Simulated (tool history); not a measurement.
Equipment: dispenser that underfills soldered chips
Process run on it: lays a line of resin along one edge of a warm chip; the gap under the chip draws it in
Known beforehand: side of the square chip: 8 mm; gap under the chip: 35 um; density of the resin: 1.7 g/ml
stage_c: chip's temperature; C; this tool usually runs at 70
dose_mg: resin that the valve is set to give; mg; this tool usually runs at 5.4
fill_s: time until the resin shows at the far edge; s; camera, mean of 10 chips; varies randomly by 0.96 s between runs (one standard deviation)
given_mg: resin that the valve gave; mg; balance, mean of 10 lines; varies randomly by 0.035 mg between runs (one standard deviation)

Run 1, day 0: usual settings. Result: fill_s 165.5 s, given_mg 5.31 mg.
At day 0.25: new syringe of resin.
Run 2, day 0.367: usual settings. Result: fill_s 112 s, given_mg 5.33 mg.
Run 3, day 0.862: usual settings. Result: fill_s 178.6 s, given_mg 5.32 mg.
At day 1.067: new syringe of resin.
Run 4, day 1.5: usual settings. Result: fill_s 147.4 s, given_mg 5.27 mg.
At day 1.867: new syringe of resin.
Run 5, day 1.867: usual settings. Result: fill_s 97 s, given_mg 5.34 mg.
Run 6, day 2.221: usual settings. Result: fill_s 139.5 s, given_mg 5.26 mg.
Run 7, day 2.538: usual settings. Result: fill_s 186.2 s, given_mg 5.27 mg.
At day 2.675: new syringe of resin.
Run 8, day 3.146: usual settings but dose_mg 4.61 mg. Result: fill_s 165.8 s, given_mg 4.53 mg.
At day 3.458: new syringe of resin.
Run 9, day 3.821: usual settings but dose_mg 4.61 mg. Result: fill_s 148 s, given_mg 4.51 mg.
Run 10, day 4.162: usual settings but dose_mg 6.74 mg. Result: fill_s 191.1 s, given_mg 6.53 mg.
At day 4.221: new syringe of resin.
Run 11, day 4.604: usual settings but dose_mg 6.74 mg. Result: fill_s 137.8 s, given_mg 6.49 mg.
At day 5.029: new syringe of resin.
Run 12, day 5.1: usual settings but stage_c 77 C. Result: fill_s 74.2 s, given_mg 5.16 mg.
Run 13, day 5.542: usual settings but stage_c 77 C. Result: fill_s 113.3 s, given_mg 5.12 mg.
At day 5.825: new syringe of resin.
Run 14, day 6.162: usual settings but stage_c 78 C. Result: fill_s 93.7 s, given_mg 5.1 mg.
Run 15, day 6.5: usual settings but stage_c 72 C. Result: fill_s 177 s, given_mg 5.18 mg.
At day 6.604: new syringe of resin.
Run 16, day 7.212: usual settings. Result: fill_s 180.8 s, given_mg 5.1 mg.
At day 7.408: new syringe of resin.
At day 7.604: stage's temperature calibrated.
At day 7.733: dispensing valve cleaned and set on the balance.
Run 17, day 7.925: usual settings. Result: fill_s 135.4 s, given_mg 5.41 mg.
At day 8.279: new syringe of resin.
Run 18, day 8.575: usual settings but dose_mg 5.07 mg. Result: fill_s 119.6 s, given_mg 5.06 mg.
At day 9.067: new syringe of resin.
Run 19, day 9.092: usual settings but dose_mg 5.07 mg. Result: fill_s 94.2 s, given_mg 5.05 mg.
Run 20, day 9.746: usual settings but stage_c 65 C, dose_mg 5.03 mg. Result: fill_s 230.4 s, given_mg 4.96 mg.
At day 9.871: new syringe of resin.
Run 21, day 10.438: usual settings but stage_c 65 C, dose_mg 5.03 mg. Result: fill_s 205.7 s, given_mg 4.98 mg.
At day 10.642: new syringe of resin.
Run 22, day 10.825: usual settings but dose_mg 5.98 mg. Result: fill_s 103 s, given_mg 5.87 mg.
Run 23, day 11.167: usual settings but stage_c 65 C, dose_mg 4.74 mg. Result: fill_s 194.5 s, given_mg 4.7 mg.
At day 11.408: new syringe of resin.
Run 24, day 11.879: usual settings but stage_c 74 C, dose_mg 5.3 mg. Result: fill_s 115.5 s, given_mg 5.18 mg.
At day 12.2: new syringe of resin.
Run 25, day 12.35: usual settings but stage_c 75 C, dose_mg 5.02 mg. Result: fill_s 84.3 s, given_mg 4.92 mg.
Run 26, day 12.825: usual settings but stage_c 77 C, dose_mg 4.63 mg. Result: fill_s 122.3 s, given_mg 4.51 mg.
At day 12.988: new syringe of resin.
Run 27, day 13.154: usual settings but stage_c 67 C, dose_mg 6.24 mg. Result: fill_s 120.6 s, given_mg 6.06 mg.
Run 28, day 13.621: usual settings but stage_c 67 C, dose_mg 6.24 mg. Result: fill_s 189.2 s, given_mg 6.07 mg.
At day 13.754: new syringe of resin.
Run 29, day 14.017: usual settings but stage_c 79 C, dose_mg 5.67 mg. Result: fill_s 74.2 s, given_mg 5.5 mg.
Run 30, day 14.446: usual settings but stage_c 79 C, dose_mg 5.67 mg. Result: fill_s 113.3 s, given_mg 5.41 mg.
At day 14.558: new syringe of resin.
Run 31, day 15.146: usual settings but stage_c 58 C, dose_mg 6.18 mg. Result: fill_s 298 s, given_mg 5.93 mg.
At day 15.329: new syringe of resin.
Run 32, day 15.658: usual settings but stage_c 64 C, dose_mg 5.85 mg. Result: fill_s 168.4 s, given_mg 5.61 mg.
At day 16.112: new syringe of resin.
Run 33, day 16.354: usual settings but stage_c 64 C, dose_mg 5.85 mg. Result: fill_s 158.6 s, given_mg 5.6 mg.
At day 16.883: new syringe of resin.
Run 34, day 16.883: usual settings but stage_c 69 C, dose_mg 6.52 mg. Result: fill_s 94.8 s, given_mg 6.24 mg.
At day 17.338: dispensing valve cleaned and set on the balance.
Run 35, day 17.412: usual settings but stage_c 72 C, dose_mg 6.61 mg. Result: fill_s 128.7 s, given_mg 6.54 mg.

Difference, measured minus no-hidden-state, one row per run. Run-to-run variation is common to both terms; the gauge's own scatter need not be:
What the log doesn't record here: resin's viscosity, % of fresh resin's; dose that the valve gives, % of what is set; true chip temperature over the reading, C; drift of the gauge itself on fill_s, %; drift of the gauge itself on given_mg, %.
run  fill_s  given_mg
  1   +74.4     -0.07
  2   +19.1     -0.08
  3   +86.6     -0.09
  4   +55.6     -0.11
  5    +7.3     -0.12
  6   +47.4     -0.13
  7   +95.5     -0.14
  8   +71.2     -0.13
  9   +53.6     -0.15
 10  +102.4     -0.23
 11     +50     -0.24
 12   +10.5     -0.21
 13   +49.7     -0.23
 14   +32.9     -0.24
 15   +94.2     -0.25
 16   +89.6     -0.27
 17   +44.3        +0
 18   +28.2     -0.01
 19    +1.5     -0.03
 20  +109.1     -0.04
 21   +86.3     -0.06
 22   +13.8     -0.08
 23   +73.4     -0.07
 24   +40.9      -0.1
 25   +11.1     -0.11
 26   +55.5     -0.11
 27   +16.1     -0.17
 28   +84.5     -0.18
 29   +16.7     -0.18
 30   +54.8     -0.19
 31  +129.9     -0.23
 32   +45.7     -0.23
 33   +34.1     -0.24
 34      +1     -0.29
 35   +48.7        +0

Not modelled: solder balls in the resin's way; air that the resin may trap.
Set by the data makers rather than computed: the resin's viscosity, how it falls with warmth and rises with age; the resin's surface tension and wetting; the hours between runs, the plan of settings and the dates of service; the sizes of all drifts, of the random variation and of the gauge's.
